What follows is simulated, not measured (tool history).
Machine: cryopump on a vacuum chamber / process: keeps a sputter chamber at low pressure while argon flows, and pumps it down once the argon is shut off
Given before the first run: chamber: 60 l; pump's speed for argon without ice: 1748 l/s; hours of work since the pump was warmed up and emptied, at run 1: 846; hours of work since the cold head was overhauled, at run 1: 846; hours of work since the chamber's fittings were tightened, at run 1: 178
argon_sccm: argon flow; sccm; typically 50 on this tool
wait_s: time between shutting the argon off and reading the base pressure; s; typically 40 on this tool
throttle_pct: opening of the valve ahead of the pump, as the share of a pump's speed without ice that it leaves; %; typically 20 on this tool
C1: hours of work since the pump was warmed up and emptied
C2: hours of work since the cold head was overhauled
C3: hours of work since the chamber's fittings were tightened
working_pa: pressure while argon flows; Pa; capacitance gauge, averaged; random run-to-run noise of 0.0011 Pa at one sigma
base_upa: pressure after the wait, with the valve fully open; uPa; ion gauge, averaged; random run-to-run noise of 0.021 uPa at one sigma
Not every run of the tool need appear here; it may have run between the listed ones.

Run 1, hour 0.0: usual settings; C1 846; C2 846; C3 178. Result: working_pa 0.2636 Pa, base_upa 0.91 uPa.
Run 2, hour 54.6: usual settings; C1 882; C2 882; C3 213. Result: working_pa 0.2652 Pa, base_upa 0.91 uPa.
Run 3, hour 113.5: usual settings; C1 920; C2 920; C3 252. Result: working_pa 0.2691 Pa, base_upa 0.93 uPa.
At hour 123.6: pump warmed up, emptied and cooled again.
Run 4, hour 150.5: usual settings; C1 17; C2 941; C3 272. Result: working_pa 0.2450 Pa, base_upa 0.80 uPa.
Run 5, hour 207.4: usual settings; C1 55; C2 978; C3 310. Result: working_pa 0.2452 Pa, base_upa 0.86 uPa.
Run 6, hour 241.8: usual settings; C1 77; C2 1001; C3 332. Result: working_pa 0.2432 Pa, base_upa 0.86 uPa.
Run 7, hour 293.3: usual settings but argon_sccm 95 sccm; C1 111; C2 1034; C3 366. Result: working_pa 0.4616 Pa, base_upa 0.87 uPa.
Run 8, hour 323.5: usual settings but wait_s 128 s; C1 130; C2 1054; C3 385. Result: working_pa 0.2441 Pa, base_upa 0.46 uPa.
Run 9, hour 381.2: usual settings but wait_s 128 s; C1 168; C2 1092; C3 423. Result: working_pa 0.2477 Pa, base_upa 0.45 uPa.
Run 10, hour 430.0: usual settings but throttle_pct 50 %; C1 200; C2 1124; C3 455. Result: working_pa 0.1015 Pa, base_upa 0.87 uPa.
Run 11, hour 476.9: usual settings but throttle_pct 50 %; C1 230; C2 1154; C3 485. Result: working_pa 0.1018 Pa, base_upa 0.88 uPa.
Run 12, hour 520.5: usual settings but throttle_pct 50 %; C1 259; C2 1183; C3 514. Result: working_pa 0.1024 Pa, base_upa 0.85 uPa.
Run 13, hour 566.0: usual settings but throttle_pct 50 %; C1 289; C2 1212; C3 544. Result: working_pa 0.1040 Pa, base_upa 0.91 uPa.
Run 14, hour 607.1: usual settings but wait_s 188 s, throttle_pct 50 %; C1 315; C2 1239; C3 570. Result: working_pa 0.1041 Pa, base_upa 0.47 uPa.
Run 15, hour 652.1: usual settings but argon_sccm 30 sccm; C1 345; C2 1269; C3 600. Result: working_pa 0.1493 Pa, base_upa 0.91 uPa.
Run 16, hour 677.1: usual settings but argon_sccm 31 sccm; C1 361; C2 1285; C3 616. Result: working_pa 0.1554 Pa, base_upa 0.93 uPa.
Run 17, hour 714.2: usual settings but argon_sccm 49 sccm; C1 385; C2 1309; C3 640. Result: working_pa 0.2453 Pa, base_upa 0.95 uPa.
Run 18, hour 773.4: usual settings but wait_s 243 s; C1 424; C2 1348; C3 679. Result: working_pa 0.2523 Pa, base_upa 0.41 uPa.
Run 19, hour 817.0: usual settings but wait_s 243 s; C1 452; C2 1376; C3 707. Result: working_pa 0.2499 Pa, base_upa 0.42 uPa.
Run 20, hour 867.2: usual settings but argon_sccm 60 sccm, throttle_pct 46 %; C1 485; C2 1409; C3 740. Result: working_pa 0.1392 Pa, base_upa 0.91 uPa.
Run 21, hour 927.6: usual settings but wait_s 76 s, throttle_pct 46 %; C1 525; C2 1448; C3 780. Result: working_pa 0.1165 Pa, base_upa 0.66 uPa.
Run 22, hour 954.4: usual settings but wait_s 117 s, throttle_pct 22 %; C1 542; C2 1466; C3 797. Result: working_pa 0.2328 Pa, base_upa 0.53 uPa.
Run 23, hour 1003.3: usual settings but wait_s 117 s, throttle_pct 22 %; C1 574; C2 1498; C3 829. Result: working_pa 0.2327 Pa, base_upa 0.55 uPa.
Run 24, hour 1054.3: usual settings; C1 607; C2 1531; C3 862. Result: working_pa 0.2562 Pa, base_upa 0.98 uPa.
Run 25, hour 1114.6: usual settings but argon_sccm 27 sccm; C1 647; C2 1570; C3 902. Result: working_pa 0.1383 Pa, base_upa 0.97 uPa.
Run 26, hour 1148.8: usual settings but argon_sccm 55 sccm, wait_s 42 s, throttle_pct 18 %; C1 669; C2 1593; C3 924. Result: working_pa 0.3139 Pa, base_upa 0.95 uPa.
Run 27, hour 1187.0: usual settings but argon_sccm 33 sccm, wait_s 285 s, throttle_pct 29 %; C1 694; C2 1618; C3 949. Result: working_pa 0.1212 Pa, base_upa 0.46 uPa.
Run 28, hour 1228.1: usual settings but wait_s 35 s, throttle_pct 40 %; C1 721; C2 1644; C3 976. Result: working_pa 0.1386 Pa, base_upa 1.10 uPa.
Run 29, hour 1288.6: usual settings but wait_s 38 s, throttle_pct 16 %; C1 760; C2 1684; C3 1015. Result: working_pa 0.3214 Pa, base_upa 1.03 uPa.
Run 30, hour 1327.3: usual settings but argon_sccm 20 sccm, throttle_pct 23 %; C1 785; C2 1709; C3 1040. Result: working_pa 0.0905 Pa, base_upa 1.04 uPa.
Run 31, hour 1365.0: usual settings but wait_s 68 s; C1 810; C2 1734; C3 1065. Result: working_pa 0.2617 Pa, base_upa 0.79 uPa.
Run 32, hour 1416.1: usual settings but throttle_pct 25 %; C1 843; C2 1767; C3 1098. Result: working_pa 0.2153 Pa, base_upa 1.05 uPa.
Run 33, hour 1469.9: usual settings but argon_sccm 55 sccm, wait_s 240 s, throttle_pct 34 %; C1 878; C2 1802; C3 1133. Result: working_pa 0.1814 Pa, base_upa 0.57 uPa.
Run 34, hour 1503.8: usual settings but argon_sccm 55 sccm, wait_s 240 s, throttle_pct 34 %; C1 901; C2 1824; C3 1156. Result: working_pa 0.1818 Pa, base_upa 0.62 uPa.
At hour 1543.2: pump warmed up, emptied and cooled again.
Run 35, hour 1568.2: usual settings but argon_sccm 64 sccm, wait_s 27 s, throttle_pct 45 %; C1 16; C2 1863; C3 1194. Result: working_pa 0.1382 Pa, base_upa 1.29 uPa.

Each row is a separate what-if for the run after 35, all from the same tool condition, not one after another. Results?
Run A, hour 1614.4: usual settings but argon_sccm 79 sccm, wait_s 180 s; C1 46; C2 1893; C3 1224. Result: working_pa ?, base_upa ?.
Run B, hour 1614.4: usual settings but argon_sccm 64 sccm, wait_s 44 s, throttle_pct 41 %; C1 46; C2 1893; C3 1224. Result: working_pa ?, base_upa ?.
Run C, hour 1614.4: usual settings but argon_sccm 34 sccm; C1 46; C2 1893; C3 1224. Result: working_pa ?, base_upa ?.

run  working_pa  base_upa
  A      0.3875      0.46
  B      0.1543      0.91
  C      0.1657      0.95
With the hidden condition removed and each run's random variation left untouched, the same runs would have given:
run  working_pa  base_upa
  A      0.3836      0.31
  B      0.1512      0.74
  C      0.1640      0.79
